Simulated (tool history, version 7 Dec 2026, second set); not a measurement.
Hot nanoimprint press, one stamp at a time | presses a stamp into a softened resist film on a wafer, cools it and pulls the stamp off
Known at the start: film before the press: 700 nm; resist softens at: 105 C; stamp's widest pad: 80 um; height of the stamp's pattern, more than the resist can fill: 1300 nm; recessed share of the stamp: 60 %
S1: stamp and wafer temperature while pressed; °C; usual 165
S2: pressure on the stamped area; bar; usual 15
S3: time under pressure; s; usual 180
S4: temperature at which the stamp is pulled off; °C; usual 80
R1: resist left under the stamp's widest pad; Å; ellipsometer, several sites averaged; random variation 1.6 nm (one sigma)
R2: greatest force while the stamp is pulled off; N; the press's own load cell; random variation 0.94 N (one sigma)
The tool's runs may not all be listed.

| run | hour | S1 | S2 | S3 | S4 | R1 | R2 |
|---|---|---|---|---|---|---|---|
| 1 | 0 | 165 | 15 | 180 | 80 | 2979 | 132.7 |
| 2 | 8.3 | 165 | 15 | 180 | 80 | 2983 | 131.5 |
| 3 | 14.1 | 165 | 15 | 110 | 80 | 3482 | 131.7 |
| 4 | 19.9 | 165 | 15 | 180 | 80 | 2990 | 129.1 |
|  | 28 | stamp cleaned and given a new release coat |
| 5 | 34.1 | 165 | 15 | 103 | 80 | 3584 | 132.5 |
| 6 | 39.9 | 165 | 15 | 180 | 80 | 2997 | 131.3 |
| 7 | 44.6 | 165 | 15 | 180 | 80 | 2983 | 131.8 |
| 8 | 50.3 | 165 | 15 | 108 | 80 | 3554 | 130.3 |
| 9 | 59.5 | 165 | 15 | 180 | 80 | 2972 | 130.7 |
| 10 | 64.9 | 174 | 15 | 180 | 80 | 1844 | 131 |
| 11 | 70.5 | 174 | 15 | 180 | 80 | 1828 | 131.6 |
| 12 | 80.5 | 174 | 15 | 180 | 80 | 1826 | 130.5 |
| 13 | 90 | 165 | 15 | 180 | 80 | 3005 | 132.3 |
| 14 | 97.3 | 165 | 15 | 180 | 80 | 2992 | 130.9 |
| 15 | 105.5 | 165 | 15 | 180 | 80 | 2988 | 129.9 |
| 16 | 113.2 | 165 | 15 | 306 | 72 | 2491 | 146.7 |

Run 17 comes next. What will it give?
| 17 | 122.5 | 165 | 15 | 306 | 72 | ? | ? |

{"run 17": {"R1": 2496, "R2": 147.6}}
Without the tool's hidden state the same run would have given R1 2500 Å, R2 147.3 N.
